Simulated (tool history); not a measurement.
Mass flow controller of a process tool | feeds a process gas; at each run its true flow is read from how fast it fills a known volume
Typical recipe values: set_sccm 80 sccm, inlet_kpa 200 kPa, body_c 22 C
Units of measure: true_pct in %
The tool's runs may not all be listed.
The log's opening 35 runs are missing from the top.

run 36 day=134.992 | set_sccm=14 inlet_kpa=212 body_c=40 | true_pct=99.16
run 37 day=139.338 | set_sccm=74 inlet_kpa=154 body_c=29 | true_pct=99.88
run 38 day=142.2 | set_sccm=74 inlet_kpa=206 body_c=29 | true_pct=100.38
run 39 day=145.467 | set_sccm=42 inlet_kpa=218 body_c=26 | true_pct=99.27
run 40 day=150.088 | set_sccm=17 inlet_kpa=249 body_c=36 | true_pct=99.5
run 41 day=154.646 | set_sccm=70 inlet_kpa=200 body_c=22 | true_pct=99.75
run 42 day=158.442 | set_sccm=16 inlet_kpa=224 body_c=27 | true_pct=98.63
run 43 day=161.629 | set_sccm=54 inlet_kpa=198 body_c=39 | true_pct=100.98
run 44 day=164.55 | set_sccm=54 inlet_kpa=198 body_c=39 | true_pct=100.92
-- day=165.525 gauge calibrated
run 45 day=169.508 | set_sccm=38 inlet_kpa=173 body_c=23 | true_pct=97.74
run 46 day=172.558 | set_sccm=45 inlet_kpa=238 body_c=31 | true_pct=99.14
run 47 day=177.742 | set_sccm=12 inlet_kpa=262 body_c=35 | true_pct=98.78

4 ways to go on from here, each from the tool as it stands after run 47. What would each give?
run A day=182.654 | set_sccm=80 inlet_kpa=252 body_c=32 | true_pct=?
run B day=182.654 | set_sccm=12 inlet_kpa=262 body_c=35 | true_pct=?
run C day=182.654 | set_sccm=12 inlet_kpa=180 body_c=35 | true_pct=?
run D day=182.654 | set_sccm=10 inlet_kpa=168 body_c=38 | true_pct=?

run=A true_pct=100.69
run=B true_pct=98.74
run=C true_pct=98.29
run=D true_pct=98.39
Take away the tool's hidden state, keep each run's random variation, and the runs would have read:
run=A true_pct=100.32
run=B true_pct=98.36
run=C true_pct=97.91
run=D true_pct=98.01
